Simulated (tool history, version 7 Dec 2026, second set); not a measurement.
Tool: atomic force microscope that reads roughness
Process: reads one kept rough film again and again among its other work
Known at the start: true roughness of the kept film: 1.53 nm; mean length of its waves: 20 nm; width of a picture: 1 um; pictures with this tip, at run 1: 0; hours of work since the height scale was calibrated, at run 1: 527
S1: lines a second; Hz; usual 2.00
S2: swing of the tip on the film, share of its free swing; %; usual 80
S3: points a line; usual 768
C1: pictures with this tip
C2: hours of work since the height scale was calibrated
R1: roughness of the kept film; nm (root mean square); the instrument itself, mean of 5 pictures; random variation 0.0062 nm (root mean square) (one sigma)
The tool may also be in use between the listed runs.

run	hour	S1	S2	S3	C1	C2	R1
1	0.0	2.00	80	768	0	527	1.168
2	15.9	2.00	85	768	37	538	1.096
3	25.1	2.00	80	768	59	545	1.134
4	42.7	2.00	80	768	100	558	1.126
5	60.8	2.00	80	768	143	571	1.089
6	77.5	2.00	80	768	182	583	1.079
7	89.5	2.00	80	768	211	592	1.044
8	106.3	2.00	80	768	250	604	1.050
9	122.3	2.00	80	271	288	616	0.984
10	129.8	2.00	80	271	305	621	0.985
11	147.5	2.00	80	650	347	634	0.986
# hour 155.6: new tip fitted
12	159.6	2.00	80	768	9	643	1.181
13	176.6	2.00	80	768	49	655	1.137
14	193.1	2.00	80	676	88	667	1.115
15	204.0	2.00	80	676	114	675	1.105
16	221.2	2.00	80	768	154	688	1.088
17	235.7	2.00	80	768	189	698	1.072
18	250.7	2.00	80	768	224	709	1.053
19	263.8	2.00	60	768	255	719	1.179
20	271.7	2.00	60	768	273	724	1.161
21	289.3	2.00	60	768	315	737	1.147
22	300.1	2.00	60	768	340	745	1.136
# hour 310.3: new tip fitted
23	318.7	2.00	60	768	20	758	1.327
24	333.1	2.00	60	768	54	769	1.301
25	347.2	2.00	60	276	87	779	1.259
26	354.9	1.05	69	853	105	785	1.271
27	373.5	1.14	67	754	149	798	1.250
28	391.4	1.14	61	577	191	811	1.243
29	408.8	2.85	64	659	232	824	1.144
30	425.6	2.47	76	999	271	836	1.031
31	435.9	1.23	76	402	295	844	1.109
32	451.9	2.00	80	760	333	856	1.008
# hour 465.0: new tip fitted
33	467.8	2.00	80	760	6	867	1.174
34	477.5	0.95	80	768	29	874	1.272
35	487.0	0.95	80	768	52	881	1.272
36	495.6	1.70	80	768	72	887	1.178
37	510.1	1.70	80	768	106	898	1.146
38	524.0	1.70	80	768	139	908	1.134
39	537.9	2.86	67	384	171	918	1.126
40	552.9	2.00	83	768	207	929	1.037

Forecast each of these 5 alternatives for the next run:
A	571.3	2.00	67	768	250	942	?
B	571.3	1.22	75	750	250	942	?
C	571.3	1.76	69	768	250	942	?
D	571.3	3.78	85	577	250	942	?
E	571.3	2.26	78	471	250	942	?

run	R1
A	1.128
B	1.136
C	1.129
D	0.845
E	1.028
Without the tool's hidden state the same runs would have given:
run	R1
A	1.277
B	1.285
C	1.277
D	0.956
E	1.163
